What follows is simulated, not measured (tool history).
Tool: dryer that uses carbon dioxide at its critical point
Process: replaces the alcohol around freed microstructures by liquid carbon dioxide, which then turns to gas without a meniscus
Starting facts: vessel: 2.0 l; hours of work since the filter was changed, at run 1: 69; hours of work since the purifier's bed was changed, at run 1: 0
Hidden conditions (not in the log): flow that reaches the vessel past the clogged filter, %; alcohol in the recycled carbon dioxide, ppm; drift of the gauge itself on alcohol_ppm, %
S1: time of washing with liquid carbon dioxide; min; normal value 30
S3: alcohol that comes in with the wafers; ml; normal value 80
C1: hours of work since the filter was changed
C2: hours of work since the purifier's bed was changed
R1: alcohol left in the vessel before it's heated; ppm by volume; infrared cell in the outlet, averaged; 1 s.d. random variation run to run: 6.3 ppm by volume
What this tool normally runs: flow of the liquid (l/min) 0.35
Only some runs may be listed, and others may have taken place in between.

Run 1, hour 0: usual settings; C1 69; C2 0. Result: R1 270 ppm by volume.
Run 2, hour 49: usual settings; C1 91; C2 23. Result: R1 281 ppm by volume.
Run 3, hour 122: usual settings but flow of the liquid (l/min) 0.304; C1 125; C2 56. Result: R1 585 ppm by volume.
Run 4, hour 169.9: usual settings but flow of the liquid (l/min) 0.304; C1 147; C2 78. Result: R1 592 ppm by volume.
Run 5, hour 206.6: usual settings; C1 164; C2 95. Result: R1 318 ppm by volume.
Run 6, hour 266.6: usual settings; C1 192; C2 123. Result: R1 333 ppm by volume.
Run 7, hour 326.8: usual settings; C1 219; C2 151. Result: R1 344 ppm by volume.
Run 8, hour 358.5: usual settings; C1 234; C2 165. Result: R1 362 ppm by volume.
Run 9, hour 408.2: usual settings; C1 257; C2 188. Result: R1 365 ppm by volume.
Run 10, hour 469.4: usual settings; C1 285; C2 216. Result: R1 384 ppm by volume.
Run 11, hour 525.9: usual settings but flow of the liquid (l/min) 0.213; C1 311; C2 242. Result: R1 2382 ppm by volume.
Run 12, hour 594.1: usual settings but S1 36 min; C1 343; C2 274. Result: R1 198 ppm by volume.
Run 13, hour 632.8: usual settings but S1 36 min; C1 360; C2 292. Result: R1 206 ppm by volume.
Run 14, hour 698.2: usual settings but S1 36 min; C1 391; C2 322. Result: R1 216 ppm by volume.
Run 15, hour 770.9: usual settings but S1 36 min, flow of the liquid (l/min) 0.326, S3 34 ml; C1 424; C2 355. Result: R1 176 ppm by volume.
At hour 812: inlet filter changed.
Run 16, hour 812: usual settings but S1 33 min, flow of the liquid (l/min) 0.512, S3 34 ml; C1 0; C2 374. Result: R1 106 ppm by volume.
Run 17, hour 868.8: usual settings but flow of the liquid (l/min) 0.319; C1 26; C2 400. Result: R1 516 ppm by volume.
Run 18, hour 902.6: usual settings but flow of the liquid (l/min) 0.319; C1 42; C2 415. Result: R1 521 ppm by volume.

For run 19, what comes out?
Run 19, hour 974.3: usual settings but S1 25 min, flow of the liquid (l/min) 0.595, S3 27 ml; C1 75; C2 448. Result: R1 ?.

Run 19 yielded R1 113 ppm by volume.
Had the tool carried no hidden state, the very same run would have given R1 9 ppm by volume.
